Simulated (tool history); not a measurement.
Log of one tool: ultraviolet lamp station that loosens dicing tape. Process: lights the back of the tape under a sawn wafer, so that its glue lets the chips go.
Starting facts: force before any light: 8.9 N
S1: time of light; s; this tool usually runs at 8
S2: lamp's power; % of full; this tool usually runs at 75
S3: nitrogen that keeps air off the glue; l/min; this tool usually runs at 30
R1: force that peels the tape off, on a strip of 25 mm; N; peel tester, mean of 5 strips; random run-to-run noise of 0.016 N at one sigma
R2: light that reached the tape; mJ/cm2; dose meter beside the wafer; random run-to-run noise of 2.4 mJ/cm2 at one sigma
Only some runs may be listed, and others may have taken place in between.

run,day,S1,S2,S3,R1,R2
1,0.000,8,75,30,1.755,165
2,1.829,8,75,30,1.788,164
3,3.212,8,75,30,1.800,167
4,4.583,8,75,30,1.893,162
5,5.438,8,75,30,1.961,163
6,6.933,8,75,30,2.019,160
7,7.954,8,75,30,1.962,155
8,9.725,13,75,30,0.910,251
9,10.875,13,75,30,0.874,250
10,12.604,8,75,30,2.088,151
11,13.808,4,75,30,4.152,72
12,15.100,4,75,30,4.295,75
13,16.112,4,75,30,4.537,71
# day 16.725: lamp changed
14,17.567,8,75,30,0.834,254
# day 18.358: window cleaned of glue's vapour
15,18.454,8,75,30,0.756,268
16,19.250,8,75,30,0.762,262
17,20.412,8,75,30,0.775,259
18,21.475,8,75,30,0.774,262
19,22.729,8,64,30,1.096,220
20,23.879,15,75,30,0.236,478
21,24.658,7,75,30,1.040,228
22,25.646,8,61,46,0.947,211
23,26.438,7,64,46,1.082,190
24,27.292,7,81,46,0.714,236
25,28.700,7,81,46,0.726,234
26,30.333,8,62,24,1.500,206
27,31.862,8,62,24,1.498,203
28,33.121,8,62,24,1.590,197
29,34.433,8,75,12,1.884,236
30,35.446,9,75,26,0.859,266
31,36.617,9,80,11,1.492,286
32,37.425,7,90,9,2.066,249
33,38.438,7,90,9,2.082,244
34,39.892,7,90,9,2.171,245
35,40.975,8,65,15,2.096,199
36,42.204,10,100,28,0.381,378
37,43.908,10,77,33,0.612,289
38,45.742,11,98,12,0.720,394
39,46.696,8,75,21,1.477,221
40,47.800,5,62,26,3.198,116
41,49.196,4,68,11,4.689,98
42,50.388,7,80,28,1.386,196

Below are 4 alternative next runs, each starting from the tool's condition after run 42. Predict each:
A,51.908,14,90,28,?,?
B,51.908,8,76,30,?,?
C,51.908,6,80,18,?,?
D,51.908,10,80,27,?,?

run,R1,R2
A,0.279,446
B,1.156,214
C,2.327,167
D,0.740,285
Had the tool no hidden state, the same runs would have come out as:
run,R1,R2
A,0.203,568
B,0.711,273
C,1.644,214
D,0.443,363
